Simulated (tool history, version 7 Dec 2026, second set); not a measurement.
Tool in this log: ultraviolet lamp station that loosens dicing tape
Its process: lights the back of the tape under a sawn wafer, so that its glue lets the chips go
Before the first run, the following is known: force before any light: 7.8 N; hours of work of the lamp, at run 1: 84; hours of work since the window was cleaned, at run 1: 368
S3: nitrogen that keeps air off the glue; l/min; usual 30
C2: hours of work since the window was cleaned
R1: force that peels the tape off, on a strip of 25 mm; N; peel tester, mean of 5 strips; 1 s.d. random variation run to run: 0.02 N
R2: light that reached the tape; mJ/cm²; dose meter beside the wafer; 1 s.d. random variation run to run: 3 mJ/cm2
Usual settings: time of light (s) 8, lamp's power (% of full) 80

Run 1, hour 0: usual settings; hours of work of the lamp 84; C2 368. Result: R1 1.197 N, R2 403 mJ/cm².
Run 2, hour 13: usual settings; hours of work of the lamp 91; C2 375. Result: R1 1.221 N, R2 405 mJ/cm².
Run 3, hour 27.6: usual settings but time of light (s) 10; hours of work of the lamp 99; C2 383. Result: R1 0.801 N, R2 500 mJ/cm².
Run 4, hour 50.2: usual settings but time of light (s) 10; hours of work of the lamp 112; C2 396. Result: R1 0.825 N, R2 501 mJ/cm².
Run 5, hour 74.6: usual settings but time of light (s) 10; hours of work of the lamp 126; C2 409. Result: R1 0.806 N, R2 494 mJ/cm².
At hour 88.3: window cleaned of glue's vapour.
Run 6, hour 93: usual settings; hours of work of the lamp 136; C2 3. Result: R1 1.041 N, R2 423 mJ/cm².
Run 7, hour 110.7: usual settings; hours of work of the lamp 146; C2 13. Result: R1 1.09 N, R2 426 mJ/cm².
Run 8, hour 130.3: usual settings; hours of work of the lamp 156; C2 23. Result: R1 1.072 N, R2 422 mJ/cm².
Run 9, hour 154.2: usual settings but lamp's power (% of full) 63; hours of work of the lamp 170; C2 37. Result: R1 1.578 N, R2 332 mJ/cm².
Run 10, hour 166.3: usual settings; hours of work of the lamp 177; C2 44. Result: R1 1.143 N, R2 419 mJ/cm².
Run 11, hour 179.9: usual settings; hours of work of the lamp 184; C2 51. Result: R1 1.111 N, R2 414 mJ/cm².
Run 12, hour 202.1: usual settings but lamp's power (% of full) 68; hours of work of the lamp 197; C2 64. Result: R1 1.454 N, R2 353 mJ/cm².
Run 13, hour 218.5: usual settings but time of light (s) 14; hours of work of the lamp 206; C2 73. Result: R1 0.422 N, R2 722 mJ/cm².
Run 14, hour 240: usual settings but S3 11 l/min; hours of work of the lamp 218; C2 85. Result: R1 2.137 N, R2 409 mJ/cm².
Run 15, hour 256: usual settings; hours of work of the lamp 227; C2 94. Result: R1 1.155 N, R2 411 mJ/cm².
Run 16, hour 274.6: usual settings; hours of work of the lamp 237; C2 104. Result: R1 1.131 N, R2 408 mJ/cm².
Run 17, hour 290.4: usual settings; hours of work of the lamp 246; C2 113. Result: R1 1.176 N, R2 402 mJ/cm².
Run 18, hour 304.6: usual settings but time of light (s) 10; hours of work of the lamp 254; C2 121. Result: R1 0.801 N, R2 503 mJ/cm².
Run 19, hour 316.8: usual settings but lamp's power (% of full) 68; hours of work of the lamp 261; C2 128. Result: R1 1.547 N, R2 343 mJ/cm².
Run 20, hour 332.9: usual settings but lamp's power (% of full) 68; hours of work of the lamp 270; C2 137. Result: R1 1.638 N, R2 338 mJ/cm².
Run 21, hour 357.1: usual settings but S3 10 l/min; hours of work of the lamp 283; C2 150. Result: R1 2.35 N, R2 397 mJ/cm².
Run 22, hour 369.9: usual settings but S3 10 l/min; hours of work of the lamp 290; C2 157. Result: R1 2.368 N, R2 399 mJ/cm².
Run 23, hour 385.4: usual settings but S3 10 l/min; hours of work of the lamp 299; C2 166. Result: R1 2.365 N, R2 398 mJ/cm².
Run 24, hour 399.1: usual settings but time of light (s) 12; hours of work of the lamp 307; C2 174. Result: R1 0.571 N, R2 596 mJ/cm².
Run 25, hour 421.9: usual settings but time of light (s) 7, lamp's power (% of full) 67, S3 37 l/min; hours of work of the lamp 319; C2 186. Result: R1 1.734 N, R2 286 mJ/cm².
Run 26, hour 442.1: usual settings but time of light (s) 9, lamp's power (% of full) 67, S3 9 l/min; hours of work of the lamp 331; C2 198. Result: R1 2.709 N, R2 368 mJ/cm².
Run 27, hour 454.4: usual settings but time of light (s) 9, lamp's power (% of full) 67, S3 9 l/min; hours of work of the lamp 338; C2 204. Result: R1 2.584 N, R2 366 mJ/cm².
Run 28, hour 474.8: usual settings but time of light (s) 9, lamp's power (% of full) 67, S3 9 l/min; hours of work of the lamp 349; C2 216. Result: R1 2.603 N, R2 368 mJ/cm².
Run 29, hour 496.8: usual settings but time of light (s) 9, lamp's power (% of full) 67, S3 9 l/min; hours of work of the lamp 361; C2 228. Result: R1 2.669 N, R2 367 mJ/cm².
Run 30, hour 506.9: usual settings but time of light (s) 9, lamp's power (% of full) 67, S3 9 l/min; hours of work of the lamp 367; C2 234. Result: R1 2.668 N, R2 360 mJ/cm².
Run 31, hour 531.1: usual settings but time of light (s) 9, lamp's power (% of full) 67, S3 9 l/min; hours of work of the lamp 380; C2 247. Result: R1 2.705 N, R2 363 mJ/cm².
Run 32, hour 550.7: usual settings but time of light (s) 4, lamp's power (% of full) 67, S3 10 l/min; hours of work of the lamp 391; C2 258. Result: R1 4.736 N, R2 158 mJ/cm².
Run 33, hour 565.5: usual settings but time of light (s) 4, lamp's power (% of full) 70, S3 12 l/min; hours of work of the lamp 400; C2 267. Result: R1 4.48 N, R2 163 mJ/cm².
Run 34, hour 589.8: usual settings but lamp's power (% of full) 85, S3 23 l/min; hours of work of the lamp 413; C2 280. Result: R1 1.409 N, R2 402 mJ/cm².
Run 35, hour 610.3: usual settings but time of light (s) 4, lamp's power (% of full) 63, S3 42 l/min; hours of work of the lamp 425; C2 292. Result: R1 3.455 N, R2 147 mJ/cm².
Run 36, hour 626.9: usual settings but time of light (s) 4, lamp's power (% of full) 63, S3 42 l/min; hours of work of the lamp 434; C2 301. Result: R1 3.455 N, R2 147 mJ/cm².
Run 37, hour 642.6: usual settings but time of light (s) 10, lamp's power (% of full) 63, S3 24 l/min; hours of work of the lamp 443; C2 310. Result: R1 1.6 N, R2 369 mJ/cm².
Run 38, hour 655.6: usual settings but time of light (s) 10, lamp's power (% of full) 63, S3 17 l/min; hours of work of the lamp 450; C2 317. Result: R1 1.942 N, R2 366 mJ/cm².
Run 39, hour 677: usual settings but lamp's power (% of full) 78, S3 34 l/min; hours of work of the lamp 462; C2 329. Result: R1 1.328 N, R2 360 mJ/cm².
Run 40, hour 688.9: usual settings but time of light (s) 4, S3 16 l/min; hours of work of the lamp 468; C2 335. Result: R1 3.843 N, R2 183 mJ/cm².
Run 41, hour 710: usual settings but time of light (s) 11, lamp's power (% of full) 95, S3 16 l/min; hours of work of the lamp 480; C2 347. Result: R1 0.944 N, R2 596 mJ/cm².
Run 42, hour 729.5: usual settings but time of light (s) 7, lamp's power (% of full) 94, S3 33 l/min; hours of work of the lamp 491; C2 358. Result: R1 1.244 N, R2 380 mJ/cm².
Run 43, hour 745.8: usual settings but time of light (s) 5; hours of work of the lamp 500; C2 367. Result: R1 2.58 N, R2 226 mJ/cm².

3 ways to go on from here, each from the tool as it stands after run 43. What would each give?
Run A, hour 757.2: usual settings but time of light (s) 5, lamp's power (% of full) 65, S3 27 l/min; hours of work of the lamp 507; C2 374. Result: R1 ?, R2 ?.
Run B, hour 757.2: usual settings but time of light (s) 7, lamp's power (% of full) 61, S3 10 l/min; hours of work of the lamp 507; C2 374. Result: R1 ?, R2 ?.
Run C, hour 757.2: usual settings but S3 35 l/min; hours of work of the lamp 507; C2 374. Result: R1 ?, R2 ?.

run     R1   R2
  A  3.401  184
  B  3.721  244
  C  1.339  363
Take away the tool's hidden state, keep each run's random variation, and the runs would have read:
run     R1   R2
  A  2.807  226
  B  3.144  299
  C  0.938  445

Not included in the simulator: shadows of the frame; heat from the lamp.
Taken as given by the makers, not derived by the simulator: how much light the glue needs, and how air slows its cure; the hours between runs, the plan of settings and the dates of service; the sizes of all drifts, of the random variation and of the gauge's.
